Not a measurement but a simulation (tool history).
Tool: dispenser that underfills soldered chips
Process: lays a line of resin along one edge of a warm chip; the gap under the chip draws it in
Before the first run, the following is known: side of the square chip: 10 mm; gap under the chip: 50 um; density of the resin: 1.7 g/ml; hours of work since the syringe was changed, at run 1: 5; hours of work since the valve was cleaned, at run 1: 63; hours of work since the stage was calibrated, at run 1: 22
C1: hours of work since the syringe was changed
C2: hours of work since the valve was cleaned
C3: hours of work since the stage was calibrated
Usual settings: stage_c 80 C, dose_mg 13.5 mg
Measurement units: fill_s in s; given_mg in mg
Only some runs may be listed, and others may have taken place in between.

run 1 hour=0.0 | stage_c=80 dose_mg=13.5 | C1=5 C2=63 C3=22 | fill_s=272.6 given_mg=13.25
-- hour=6.7 new syringe of resin
run 2 hour=6.7 | stage_c=80 dose_mg=13.5 | C1=0 C2=68 C3=26 | fill_s=177.2 given_mg=13.25
run 3 hour=12.9 | stage_c=77 dose_mg=13.5 | C1=4 C2=72 C3=30 | fill_s=287.7 given_mg=13.19
run 4 hour=18.6 | stage_c=80 dose_mg=13.5 | C1=8 C2=76 C3=34 | fill_s=341.1 given_mg=13.15
-- hour=20.8 new syringe of resin
run 5 hour=25.6 | stage_c=80 dose_mg=13.5 | C1=3 C2=80 C3=39 | fill_s=237.7 given_mg=13.14
-- hour=35.1 new syringe of resin
run 6 hour=35.6 | stage_c=80 dose_mg=13.5 | C1=0 C2=87 C3=46 | fill_s=186.4 given_mg=13.14
-- hour=39.9 dispensing valve cleaned and set on the balance
run 7 hour=44.0 | stage_c=80 dose_mg=13.5 | C1=5 C2=3 C3=51 | fill_s=286.7 given_mg=13.53
-- hour=50.8 new syringe of resin
run 8 hour=52.9 | stage_c=80 dose_mg=13.5 | C1=1 C2=9 C3=57 | fill_s=199.8 given_mg=13.50
run 9 hour=63.2 | stage_c=73 dose_mg=14.6 | C1=9 C2=16 C3=64 | fill_s=472.1 given_mg=14.56
-- hour=65.0 new syringe of resin
run 10 hour=69.3 | stage_c=81 dose_mg=13.5 | C1=3 C2=20 C3=68 | fill_s=216.1 given_mg=13.42
run 11 hour=74.4 | stage_c=84 dose_mg=12.8 | C1=7 C2=23 C3=71 | fill_s=256.5 given_mg=12.72
-- hour=79.1 new syringe of resin
run 12 hour=84.7 | stage_c=95 dose_mg=14.3 | C1=4 C2=30 C3=78 | fill_s=135.8 given_mg=14.17
run 13 hour=90.4 | stage_c=90 dose_mg=14.1 | C1=8 C2=34 C3=82 | fill_s=224.7 given_mg=13.97

Expected results for the next run?
-- hour=93.8 new syringe of resin
run 14 hour=100.1 | stage_c=93 dose_mg=16.6 | C1=4 C2=41 C3=89 | fill_s=? given_mg=?

Run 14 gave fill_s 152.6 s, given_mg 16.40 mg.
Had the tool carried no hidden state, the very same run would have given fill_s 108.6 s, given_mg 16.59 mg.

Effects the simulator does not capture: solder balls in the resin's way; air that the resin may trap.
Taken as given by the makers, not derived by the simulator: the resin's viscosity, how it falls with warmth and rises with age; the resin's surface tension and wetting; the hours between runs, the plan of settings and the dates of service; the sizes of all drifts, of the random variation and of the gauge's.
